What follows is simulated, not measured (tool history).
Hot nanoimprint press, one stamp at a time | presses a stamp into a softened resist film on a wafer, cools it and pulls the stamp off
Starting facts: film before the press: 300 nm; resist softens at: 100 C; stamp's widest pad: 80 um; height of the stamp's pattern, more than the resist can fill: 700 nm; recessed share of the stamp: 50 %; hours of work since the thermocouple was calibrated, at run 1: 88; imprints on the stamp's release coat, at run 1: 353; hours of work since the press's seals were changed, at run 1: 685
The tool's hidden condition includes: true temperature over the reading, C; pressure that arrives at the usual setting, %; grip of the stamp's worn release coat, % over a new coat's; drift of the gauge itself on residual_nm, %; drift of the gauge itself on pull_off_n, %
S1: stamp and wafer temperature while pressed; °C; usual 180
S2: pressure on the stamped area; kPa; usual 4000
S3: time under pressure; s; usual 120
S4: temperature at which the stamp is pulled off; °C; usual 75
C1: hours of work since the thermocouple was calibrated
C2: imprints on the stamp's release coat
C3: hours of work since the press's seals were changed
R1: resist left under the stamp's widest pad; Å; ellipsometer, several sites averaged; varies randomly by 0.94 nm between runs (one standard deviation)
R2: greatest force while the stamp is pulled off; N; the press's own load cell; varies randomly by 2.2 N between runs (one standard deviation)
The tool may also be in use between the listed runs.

Run 1, hour 0.0: usual settings; C1 88; C2 353; C3 685. Result: R1 1382 Å, R2 106 N.
Run 2, hour 35.3: usual settings but S4 62 °C; C1 115; C2 463; C3 712. Result: R1 1400 Å, R2 163 N.
Run 3, hour 70.8: usual settings but S4 62 °C; C1 142; C2 573; C3 740. Result: R1 1400 Å, R2 165 N.
Run 4, hour 91.4: usual settings but S4 62 °C; C1 158; C2 636; C3 755. Result: R1 1418 Å, R2 163 N.
Run 5, hour 111.5: usual settings; C1 174; C2 699; C3 771. Result: R1 1415 Å, R2 121 N.
Run 6, hour 134.4: usual settings; C1 191; C2 770; C3 789. Result: R1 1407 Å, R2 126 N.
Run 7, hour 164.9: usual settings; C1 215; C2 864; C3 812. Result: R1 1446 Å, R2 130 N.
Run 8, hour 199.7: usual settings; C1 242; C2 972; C3 839. Result: R1 1429 Å, R2 131 N.
At hour 240.2: stamp cleaned and given a new release coat.
Run 9, hour 240.2: usual settings; C1 268; C2 0; C3 865. Result: R1 1421 Å, R2 101 N.
At hour 246.7: plate thermocouple calibrated.
Run 10, hour 270.7: usual settings; C1 18; C2 85; C3 887. Result: R1 1370 Å, R2 100 N.
Run 11, hour 302.4: usual settings; C1 43; C2 183; C3 911. Result: R1 1387 Å, R2 103 N.
Run 12, hour 333.8: usual settings; C1 67; C2 280; C3 935. Result: R1 1377 Å, R2 106 N.
Run 13, hour 362.1: usual settings; C1 89; C2 368; C3 957. Result: R1 1384 Å, R2 107 N.
Run 14, hour 379.0: usual settings; C1 102; C2 420; C3 970. Result: R1 1377 Å, R2 115 N.
Run 15, hour 410.3: usual settings but S3 119 s; C1 126; C2 517; C3 994. Result: R1 1383 Å, R2 117 N.
Run 16, hour 438.9: usual settings but S1 184 °C, S2 5140 kPa, S3 119 s; C1 148; C2 606; C3 1016. Result: R1 1029 Å, R2 118 N.
Run 17, hour 465.1: usual settings but S1 175 °C, S2 4130 kPa, S3 104 s, S4 79 °C; C1 168; C2 687; C3 1036. Result: R1 1748 Å, R2 103 N.
Run 18, hour 482.0: usual settings but S1 187 °C, S2 4660 kPa, S3 165 s, S4 70 °C; C1 181; C2 739; C3 1049. Result: R1 862 Å, R2 142 N.
Run 19, hour 499.8: usual settings but S1 187 °C, S2 6350 kPa, S3 165 s, S4 64 °C; C1 195; C2 794; C3 1063. Result: R1 731 Å, R2 161 N.
Run 20, hour 521.5: usual settings but S1 187 °C, S2 3420 kPa, S3 165 s, S4 78 °C; C1 212; C2 862; C3 1080. Result: R1 1042 Å, R2 118 N.
Run 21, hour 545.6: usual settings but S2 4150 kPa; C1 230; C2 936; C3 1098. Result: R1 1390 Å, R2 132 N.
Run 22, hour 568.0: usual settings but S2 4150 kPa; C1 248; C2 1006; C3 1116. Result: R1 1412 Å, R2 132 N.
Run 23, hour 589.1: usual settings but S1 179 °C, S2 3540 kPa, S3 66 s, S4 78 °C; C1 264; C2 1071; C3 1132. Result: R1 1878 Å, R2 123 N.
At hour 597.7: stamp cleaned and given a new release coat.
At hour 607.1: plate thermocouple calibrated.
Run 24, hour 632.3: usual settings but S3 196 s; C1 19; C2 98; C3 1158. Result: R1 1174 Å, R2 104 N.
Run 25, hour 649.4: usual settings but S3 196 s; C1 33; C2 151; C3 1171. Result: R1 1178 Å, R2 106 N.
Run 26, hour 675.6: usual settings but S1 171 °C, S2 4880 kPa, S3 213 s; C1 53; C2 232; C3 1192. Result: R1 1563 Å, R2 105 N.
Run 27, hour 695.8: usual settings but S1 182 °C, S2 3990 kPa, S4 77 °C; C1 68; C2 295; C3 1207. Result: R1 1292 Å, R2 98 N.
Run 28, hour 729.3: usual settings but S1 182 °C, S2 5030 kPa, S3 94 s; C1 94; C2 398; C3 1233. Result: R1 1261 Å, R2 112 N.
Run 29, hour 764.2: usual settings but S1 182 °C, S2 5030 kPa, S3 94 s; C1 121; C2 506; C3 1260. Result: R1 1286 Å, R2 121 N.
Run 30, hour 785.0: usual settings but S1 182 °C, S2 5030 kPa, S3 94 s; C1 137; C2 571; C3 1276. Result: R1 1263 Å, R2 116 N.

Selected run-to-run steps in R1, each split into two signed amounts: the part the tool would show with no hidden state at all (from settings, incoming material and random variation), and the remainder, which goes to the hidden state together with any gauge scatter not common to the measured and the hidden-state-free results:
Run 9 -> 10: plate thermocouple calibrated. R1 -51 Å: hidden state -71, all else +20.
Run 16 -> 17: S1 184 -> 175, S2 5140 -> 4130, S3 119 -> 104, S4 75 -> 79. R1 +719 Å: hidden state +17, all else +702.
Run 17 -> 18: S1 175 -> 187, S2 4130 -> 4660, S3 104 -> 165, S4 79 -> 70. R1 -886 Å: hidden state -24, all else -862.
Run 23 -> 24: S1 179 -> 180, S2 3540 -> 4000, S3 66 -> 196, S4 78 -> 75, stamp cleaned and given a new release coat, plate thermocouple calibrated. R1 -704 Å: hidden state -38, all else -666.
Run 25 -> 26: S1 180 -> 171, S2 4000 -> 4880, S3 196 -> 213. R1 +385 Å: hidden state +33, all else +352.

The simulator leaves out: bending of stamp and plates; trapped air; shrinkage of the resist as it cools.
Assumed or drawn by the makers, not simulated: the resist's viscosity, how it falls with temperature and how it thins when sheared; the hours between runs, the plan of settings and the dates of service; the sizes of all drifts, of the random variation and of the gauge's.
